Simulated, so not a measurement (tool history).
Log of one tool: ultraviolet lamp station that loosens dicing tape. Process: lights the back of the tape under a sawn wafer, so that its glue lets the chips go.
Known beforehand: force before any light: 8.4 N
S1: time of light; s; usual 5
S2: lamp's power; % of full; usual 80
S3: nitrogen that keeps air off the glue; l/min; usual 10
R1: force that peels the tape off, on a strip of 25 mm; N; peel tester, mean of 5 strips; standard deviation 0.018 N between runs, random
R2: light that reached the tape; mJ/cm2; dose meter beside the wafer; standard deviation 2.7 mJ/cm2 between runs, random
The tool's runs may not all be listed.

run,hour,S1,S2,S3,R1,R2
1,0.0,5,80,10,1.193,313
2,27.0,5,80,10,1.191,307
3,60.7,3,80,10,2.613,181
4,85.9,3,80,10,2.660,181
5,117.9,3,80,10,2.652,180
6,144.4,3,80,10,2.707,175
7,179.0,3,80,10,2.813,174
8,210.0,5,69,18,1.236,247
9,234.4,6,61,12,1.539,256
10,255.1,3,61,12,3.474,124
11,279.5,9,62,10,0.792,383

Run 12 comes next. What will it give?
12,309.8,9,62,10,?,?

R1: 0.773 N
R2: 385 mJ/cm2
With no hidden state in the tool, this same run would have given R1 0.427 N, R2 517 mJ/cm2.
